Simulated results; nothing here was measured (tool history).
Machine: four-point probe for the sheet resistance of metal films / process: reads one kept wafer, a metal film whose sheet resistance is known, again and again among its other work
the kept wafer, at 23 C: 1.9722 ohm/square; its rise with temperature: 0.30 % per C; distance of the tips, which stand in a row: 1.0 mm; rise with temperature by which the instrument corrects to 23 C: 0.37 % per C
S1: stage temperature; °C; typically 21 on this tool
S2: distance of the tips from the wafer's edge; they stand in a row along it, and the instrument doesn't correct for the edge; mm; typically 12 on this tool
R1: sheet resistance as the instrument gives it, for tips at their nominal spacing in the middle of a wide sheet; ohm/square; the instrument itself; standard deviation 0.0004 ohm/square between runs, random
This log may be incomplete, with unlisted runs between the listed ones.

run	hour	S1	S2	R1
1	0	21	12	1.982797
2	12.9	21	13	1.981408
3	27.4	21	13	1.980994
4	35.5	21	33	1.975993
5	47.7	21	12	1.982886
6	62.6	25	12	1.97686
7	73.6	25	12	1.976609
8	85.2	25	12	1.976875
9	97.6	24	12	1.978484
10	108.6	24	12	1.977739
11	118.3	24	12	1.978632
12	126.1	24	12	1.978355
13	136.4	24	12	1.977899
14	151.1	29	65	1.964132
15	164.8	29	65	1.964604
16	179.4	34	7	1.979569
17	190.4	26	3	2.079066
18	202.9	19	17	1.98101
19	215	19	17	1.982366
20	229.4	22	4	2.038488
21	241.1	21	27	1.976469
22	256.5	34	6	1.987356
23	265.7	34	26	1.959505
24	273.4	22	13	1.980271

Predict each of these 5 candidate next runs independently; none follows another, all start after run 24:
A	286.6	29	39	?
B	286.6	22	5	?
C	286.6	29	4	?
D	286.6	25	38	?
E	286.6	34	20	?

run	R1
A	1.965289
B	2.015033
C	2.028526
D	1.970022
E	1.960325
What these runs would have given with no unlogged condition in the tool:
run	R1
A	1.965229
B	2.014972
C	2.028465
D	1.969963
E	1.960266
